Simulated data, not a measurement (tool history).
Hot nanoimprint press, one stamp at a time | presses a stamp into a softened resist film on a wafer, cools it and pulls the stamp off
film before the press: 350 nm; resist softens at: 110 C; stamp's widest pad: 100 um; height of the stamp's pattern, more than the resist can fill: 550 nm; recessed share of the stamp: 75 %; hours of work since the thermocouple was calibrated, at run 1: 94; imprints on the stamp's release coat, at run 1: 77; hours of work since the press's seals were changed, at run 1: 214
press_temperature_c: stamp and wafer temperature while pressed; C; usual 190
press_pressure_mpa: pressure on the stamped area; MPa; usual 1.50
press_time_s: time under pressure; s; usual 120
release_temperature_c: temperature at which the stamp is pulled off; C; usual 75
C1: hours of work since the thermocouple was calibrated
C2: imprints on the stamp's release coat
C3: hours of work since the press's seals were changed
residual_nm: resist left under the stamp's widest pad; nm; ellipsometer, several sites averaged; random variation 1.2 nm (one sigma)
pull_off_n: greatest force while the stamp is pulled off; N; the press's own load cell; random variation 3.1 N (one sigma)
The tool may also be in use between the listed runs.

{"run": 1, "day": 0.0, "press_temperature_c": 190, "press_pressure_mpa": 1.5, "press_time_s": 120, "release_temperature_c": 75, "C1": 94, "C2": 77, "C3": 214, "residual_nm": 182.3, "pull_off_n": 154}
{"run": 2, "day": 0.175, "press_temperature_c": 190, "press_pressure_mpa": 1.5, "press_time_s": 120, "release_temperature_c": 75, "C1": 96, "C2": 85, "C3": 216, "residual_nm": 185.1, "pull_off_n": 160}
{"run": 3, "day": 0.554, "press_temperature_c": 190, "press_pressure_mpa": 1.5, "press_time_s": 176, "release_temperature_c": 75, "C1": 102, "C2": 103, "C3": 222, "residual_nm": 159.3, "pull_off_n": 154}
{"run": 4, "day": 0.925, "press_temperature_c": 186, "press_pressure_mpa": 1.5, "press_time_s": 120, "release_temperature_c": 75, "C1": 108, "C2": 121, "C3": 228, "residual_nm": 206.7, "pull_off_n": 160}
{"run": 5, "day": 1.096, "press_temperature_c": 186, "press_pressure_mpa": 1.5, "press_time_s": 120, "release_temperature_c": 75, "C1": 111, "C2": 129, "C3": 231, "residual_nm": 208.0, "pull_off_n": 158}
{"run": 6, "day": 1.442, "press_temperature_c": 186, "press_pressure_mpa": 1.5, "press_time_s": 120, "release_temperature_c": 75, "C1": 116, "C2": 146, "C3": 236, "residual_nm": 206.2, "pull_off_n": 163}
{"run": 7, "day": 1.746, "press_temperature_c": 186, "press_pressure_mpa": 1.5, "press_time_s": 120, "release_temperature_c": 75, "C1": 121, "C2": 161, "C3": 241, "residual_nm": 208.4, "pull_off_n": 156}
{"run": 8, "day": 2.025, "press_temperature_c": 190, "press_pressure_mpa": 1.5, "press_time_s": 120, "release_temperature_c": 75, "C1": 125, "C2": 174, "C3": 245, "residual_nm": 184.4, "pull_off_n": 163}
{"run": 9, "day": 2.4, "press_temperature_c": 190, "press_pressure_mpa": 1.5, "press_time_s": 124, "release_temperature_c": 75, "C1": 131, "C2": 192, "C3": 251, "residual_nm": 181.1, "pull_off_n": 163}
{"run": 10, "day": 2.654, "press_temperature_c": 190, "press_pressure_mpa": 1.5, "press_time_s": 120, "release_temperature_c": 75, "C1": 135, "C2": 204, "C3": 255, "residual_nm": 184.2, "pull_off_n": 162}
{"run": 11, "day": 2.888, "press_temperature_c": 190, "press_pressure_mpa": 1.5, "press_time_s": 120, "release_temperature_c": 75, "C1": 138, "C2": 215, "C3": 258, "residual_nm": 183.7, "pull_off_n": 165}
{"run": 12, "day": 3.15, "press_temperature_c": 198, "press_pressure_mpa": 1.5, "press_time_s": 120, "release_temperature_c": 75, "C1": 142, "C2": 228, "C3": 262, "residual_nm": 140.8, "pull_off_n": 165}
{"run": 13, "day": 3.379, "press_temperature_c": 198, "press_pressure_mpa": 1.5, "press_time_s": 120, "release_temperature_c": 75, "C1": 146, "C2": 239, "C3": 266, "residual_nm": 142.2, "pull_off_n": 167}
{"run": 14, "day": 3.654, "press_temperature_c": 190, "press_pressure_mpa": 1.5, "press_time_s": 120, "release_temperature_c": 78, "C1": 150, "C2": 252, "C3": 270, "residual_nm": 184.4, "pull_off_n": 157}
{"run": 15, "day": 3.921, "press_temperature_c": 190, "press_pressure_mpa": 1.5, "press_time_s": 120, "release_temperature_c": 78, "C1": 154, "C2": 265, "C3": 274, "residual_nm": 184.4, "pull_off_n": 160}
{"run": 16, "day": 4.283, "press_temperature_c": 190, "press_pressure_mpa": 1.5, "press_time_s": 120, "release_temperature_c": 66, "C1": 160, "C2": 282, "C3": 280, "residual_nm": 182.8, "pull_off_n": 186}
{"run": 17, "day": 4.479, "press_temperature_c": 190, "press_pressure_mpa": 0.95, "press_time_s": 120, "release_temperature_c": 66, "C1": 163, "C2": 291, "C3": 283, "residual_nm": 218.3, "pull_off_n": 185}
{"run": 18, "day": 4.788, "press_temperature_c": 190, "press_pressure_mpa": 1.74, "press_time_s": 126, "release_temperature_c": 75, "C1": 168, "C2": 306, "C3": 288, "residual_nm": 170.5, "pull_off_n": 164}
{"run": 19, "day": 5.112, "press_temperature_c": 190, "press_pressure_mpa": 1.91, "press_time_s": 126, "release_temperature_c": 78, "C1": 173, "C2": 322, "C3": 293, "residual_nm": 164.6, "pull_off_n": 165}
{"run": 20, "day": 5.362, "press_temperature_c": 190, "press_pressure_mpa": 1.91, "press_time_s": 126, "release_temperature_c": 78, "C1": 176, "C2": 334, "C3": 297, "residual_nm": 165.3, "pull_off_n": 163}
{"run": 21, "day": 5.55, "press_temperature_c": 193, "press_pressure_mpa": 1.5, "press_time_s": 120, "release_temperature_c": 75, "C1": 179, "C2": 343, "C3": 299, "residual_nm": 169.5, "pull_off_n": 166}
{"run": 22, "day": 5.762, "press_temperature_c": 193, "press_pressure_mpa": 2.28, "press_time_s": 122, "release_temperature_c": 63, "C1": 183, "C2": 353, "C3": 303, "residual_nm": 142.1, "pull_off_n": 203}
{"run": 23, "day": 5.992, "press_temperature_c": 181, "press_pressure_mpa": 1.02, "press_time_s": 69, "release_temperature_c": 74, "C1": 186, "C2": 364, "C3": 306, "residual_nm": 290.4, "pull_off_n": 174}
{"run": 24, "day": 6.208, "press_temperature_c": 181, "press_pressure_mpa": 1.02, "press_time_s": 69, "release_temperature_c": 74, "C1": 190, "C2": 374, "C3": 310, "residual_nm": 292.1, "pull_off_n": 176}
{"run": 25, "day": 6.458, "press_temperature_c": 185, "press_pressure_mpa": 2.08, "press_time_s": 75, "release_temperature_c": 74, "C1": 193, "C2": 386, "C3": 313, "residual_nm": 224.2, "pull_off_n": 159}
{"run": 26, "day": 6.679, "press_temperature_c": 185, "press_pressure_mpa": 2.08, "press_time_s": 75, "release_temperature_c": 74, "C1": 197, "C2": 397, "C3": 317, "residual_nm": 223.5, "pull_off_n": 173}
{"run": 27, "day": 6.854, "press_temperature_c": 188, "press_pressure_mpa": 1.5, "press_time_s": 120, "release_temperature_c": 67, "C1": 199, "C2": 405, "C3": 320, "residual_nm": 197.6, "pull_off_n": 190}
{"run": 28, "day": 7.204, "press_temperature_c": 188, "press_pressure_mpa": 1.5, "press_time_s": 120, "release_temperature_c": 67, "C1": 205, "C2": 422, "C3": 325, "residual_nm": 197.7, "pull_off_n": 187}
{"run": 29, "day": 7.571, "press_temperature_c": 188, "press_pressure_mpa": 2.38, "press_time_s": 80, "release_temperature_c": 67, "C1": 211, "C2": 439, "C3": 331, "residual_nm": 192.2, "pull_off_n": 195}

Forecast each of these 4 alternatives for the next run:
{"run": "A", "day": 7.938, "press_temperature_c": 190, "press_pressure_mpa": 1.5, "press_time_s": 124, "release_temperature_c": 75, "C1": 216, "C2": 457, "C3": 336, "residual_nm": "?", "pull_off_n": "?"}
{"run": "B", "day": 7.938, "press_temperature_c": 188, "press_pressure_mpa": 1.72, "press_time_s": 129, "release_temperature_c": 70, "C1": 216, "C2": 457, "C3": 336, "residual_nm": "?", "pull_off_n": "?"}
{"run": "C", "day": 7.938, "press_temperature_c": 188, "press_pressure_mpa": 1.22, "press_time_s": 80, "release_temperature_c": 67, "C1": 216, "C2": 457, "C3": 336, "residual_nm": "?", "pull_off_n": "?"}
{"run": "D", "day": 7.938, "press_temperature_c": 190, "press_pressure_mpa": 0.9, "press_time_s": 120, "release_temperature_c": 75, "C1": 216, "C2": 457, "C3": 336, "residual_nm": "?", "pull_off_n": "?"}

run=A residual_nm=183.3 pull_off_n=179
run=B residual_nm=184.1 pull_off_n=186
run=C residual_nm=236.8 pull_off_n=195
run=D residual_nm=223.7 pull_off_n=171
Without the tool's hidden state the same runs would have given:
run=A residual_nm=178.4 pull_off_n=150
run=B residual_nm=178.8 pull_off_n=157
run=C residual_nm=232.2 pull_off_n=164
run=D residual_nm=219.3 pull_off_n=144
